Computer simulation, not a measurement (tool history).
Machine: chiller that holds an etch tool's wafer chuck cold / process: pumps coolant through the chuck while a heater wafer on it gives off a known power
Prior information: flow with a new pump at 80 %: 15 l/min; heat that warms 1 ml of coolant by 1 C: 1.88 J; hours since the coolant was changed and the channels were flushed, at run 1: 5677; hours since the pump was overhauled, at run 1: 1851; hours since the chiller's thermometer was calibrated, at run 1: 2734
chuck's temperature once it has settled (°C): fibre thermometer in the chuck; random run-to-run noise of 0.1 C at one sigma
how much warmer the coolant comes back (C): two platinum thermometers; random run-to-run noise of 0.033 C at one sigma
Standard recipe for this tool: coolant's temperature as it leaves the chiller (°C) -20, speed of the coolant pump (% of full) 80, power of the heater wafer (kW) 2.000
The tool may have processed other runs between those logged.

run,day,coolant's temperature as it leaves the chiller (°C),speed of the coolant pump (% of full),power of the heater wafer (kW),hours since the coolant was changed and the channels were flushed,hours since the pump was overhauled,hours since the chiller's thermometer was calibrated,chuck's temperature once it has settled (°C),how much warmer the coolant comes back (C)
1,0.000,-20,80,2.000,5677,1851,2734,-5.3,4.40
2,1.650,-15,80,2.000,5717,1891,2774,-0.2,4.38
3,4.067,-15,80,2.000,5775,1949,2832,-0.2,4.31
4,6.158,-15,80,2.000,5825,1999,2882,-0.1,4.31
5,8.146,-15,80,2.000,5873,2047,2930,0.0,4.31
6,10.088,-20,80,2.000,5919,2093,2976,-5.2,4.32
7,11.979,-20,80,2.000,5965,2139,3022,-4.9,4.34
8,14.858,-20,68,2.000,6034,2208,3091,-3.5,5.06
9,17.475,-20,68,2.000,6097,2271,3154,-3.5,5.14
10,18.950,-20,68,2.000,6132,2306,3189,-3.3,5.11
11,20.225,-20,68,2.000,6163,2337,3220,-3.5,5.12
12,21.454,-20,68,2.000,6192,2366,3249,-3.4,5.18
# day 21.946: coolant changed, channels flushed
13,24.438,-20,68,2.687,60,2432,3315,-0.5,6.92
14,26.433,-23,68,2.687,108,2480,3363,-3.3,6.93
15,29.308,-23,68,2.687,177,2549,3432,-3.4,6.93
16,32.188,-23,68,2.687,246,2618,3501,-3.4,6.88
17,33.575,-22,97,1.323,279,2651,3534,-14.6,2.44
18,35.271,-10,81,1.835,320,2692,3575,1.8,3.95
19,36.562,-11,85,1.895,351,2723,3606,1.0,3.95
20,39.462,-27,62,1.240,420,2792,3675,-17.7,3.51
21,42.204,-11,98,2.000,486,2858,3741,0.6,3.62
22,43.662,-20,96,2.000,521,2893,3776,-8.3,3.69
23,45.458,-25,64,1.122,564,2936,3819,-16.7,3.08
24,46.942,-22,64,2.226,600,2972,3855,-4.9,6.04
25,48.442,-22,64,2.226,636,3008,3891,-4.9,6.08
26,49.879,-20,68,1.649,670,3042,3925,-8.2,4.30
27,51.438,-24,68,1.438,708,3080,3963,-13.7,3.75

Run 28 has not been measured yet. What should we expect?
28,53.038,-24,68,1.438,746,3118,4001,?,?

chuck's temperature once it has settled (°C): -13.8
how much warmer the coolant comes back (C): 3.69
Without the tool's hidden state the same run would have given chuck's temperature once it has settled (°C) -13.5, how much warmer the coolant comes back (C) 3.54.
